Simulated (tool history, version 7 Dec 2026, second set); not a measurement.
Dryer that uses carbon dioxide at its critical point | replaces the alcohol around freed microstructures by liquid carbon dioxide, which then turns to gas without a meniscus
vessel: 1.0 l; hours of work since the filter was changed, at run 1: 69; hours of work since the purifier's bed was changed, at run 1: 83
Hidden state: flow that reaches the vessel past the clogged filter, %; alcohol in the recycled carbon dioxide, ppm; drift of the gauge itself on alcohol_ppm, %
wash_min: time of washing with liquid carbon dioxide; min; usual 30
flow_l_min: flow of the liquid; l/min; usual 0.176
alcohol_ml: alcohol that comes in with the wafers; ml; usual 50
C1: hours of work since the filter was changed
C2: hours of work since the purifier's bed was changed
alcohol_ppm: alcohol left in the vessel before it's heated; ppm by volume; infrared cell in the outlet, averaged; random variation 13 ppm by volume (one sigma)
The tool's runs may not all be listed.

{"run": 1, "hour": 0.0, "wash_min": 30, "flow_l_min": 0.176, "alcohol_ml": 50, "C1": 69, "C2": 83, "alcohol_ppm": 916}
{"run": 2, "hour": 9.3, "wash_min": 30, "flow_l_min": 0.136, "alcohol_ml": 50, "C1": 72, "C2": 87, "alcohol_ppm": 2360}
{"run": 3, "hour": 18.9, "wash_min": 30, "flow_l_min": 0.176, "alcohol_ml": 50, "C1": 76, "C2": 91, "alcohol_ppm": 961}
{"run": 4, "hour": 23.8, "wash_min": 30, "flow_l_min": 0.176, "alcohol_ml": 50, "C1": 78, "C2": 93, "alcohol_ppm": 926}
{"run": 5, "hour": 34.4, "wash_min": 30, "flow_l_min": 0.176, "alcohol_ml": 50, "C1": 82, "C2": 97, "alcohol_ppm": 921}
{"run": 6, "hour": 39.5, "wash_min": 30, "flow_l_min": 0.176, "alcohol_ml": 50, "C1": 84, "C2": 99, "alcohol_ppm": 935}
{"run": 7, "hour": 47.1, "wash_min": 30, "flow_l_min": 0.176, "alcohol_ml": 36, "C1": 87, "C2": 102, "alcohol_ppm": 679}
{"run": 8, "hour": 51.4, "wash_min": 30, "flow_l_min": 0.176, "alcohol_ml": 36, "C1": 89, "C2": 104, "alcohol_ppm": 683}
{"run": 9, "hour": 62.0, "wash_min": 36, "flow_l_min": 0.28, "alcohol_ml": 44, "C1": 93, "C2": 108, "alcohol_ppm": 35}
{"run": 10, "hour": 72.5, "wash_min": 18, "flow_l_min": 0.28, "alcohol_ml": 21, "C1": 97, "C2": 112, "alcohol_ppm": 456}
{"run": 11, "hour": 80.2, "wash_min": 18, "flow_l_min": 0.182, "alcohol_ml": 99, "C1": 100, "C2": 115, "alcohol_ppm": 8488}
{"run": 12, "hour": 85.1, "wash_min": 20, "flow_l_min": 0.176, "alcohol_ml": 100, "C1": 102, "C2": 117, "alcohol_ppm": 7341}
{"run": 13, "hour": 92.6, "wash_min": 23, "flow_l_min": 0.286, "alcohol_ml": 100, "C1": 105, "C2": 120, "alcohol_ppm": 663}
{"run": 14, "hour": 101.1, "wash_min": 27, "flow_l_min": 0.197, "alcohol_ml": 50, "C1": 109, "C2": 123, "alcohol_ppm": 939}
{"run": 15, "hour": 105.9, "wash_min": 27, "flow_l_min": 0.197, "alcohol_ml": 50, "C1": 110, "C2": 125, "alcohol_ppm": 945}
{"run": 16, "hour": 115.3, "wash_min": 35, "flow_l_min": 0.216, "alcohol_ml": 25, "C1": 114, "C2": 129, "alcohol_ppm": 93}

Forecast each of these 3 alternatives for the next run:
{"run": "A", "hour": 120.4, "wash_min": 26, "flow_l_min": 0.254, "alcohol_ml": 50, "C1": 116, "C2": 131, "alcohol_ppm": "?"}
{"run": "B", "hour": 120.4, "wash_min": 19, "flow_l_min": 0.244, "alcohol_ml": 21, "C1": 116, "C2": 131, "alcohol_ppm": "?"}
{"run": "C", "hour": 120.4, "wash_min": 33, "flow_l_min": 0.17, "alcohol_ml": 116, "C1": 116, "C2": 131, "alcohol_ppm": "?"}

run=A alcohol_ppm=358
run=B alcohol_ppm=640
run=C alcohol_ppm=1772
Without the tool's hidden state the same runs would have given:
run=A alcohol_ppm=280
run=B alcohol_ppm=540
run=C alcohol_ppm=1470
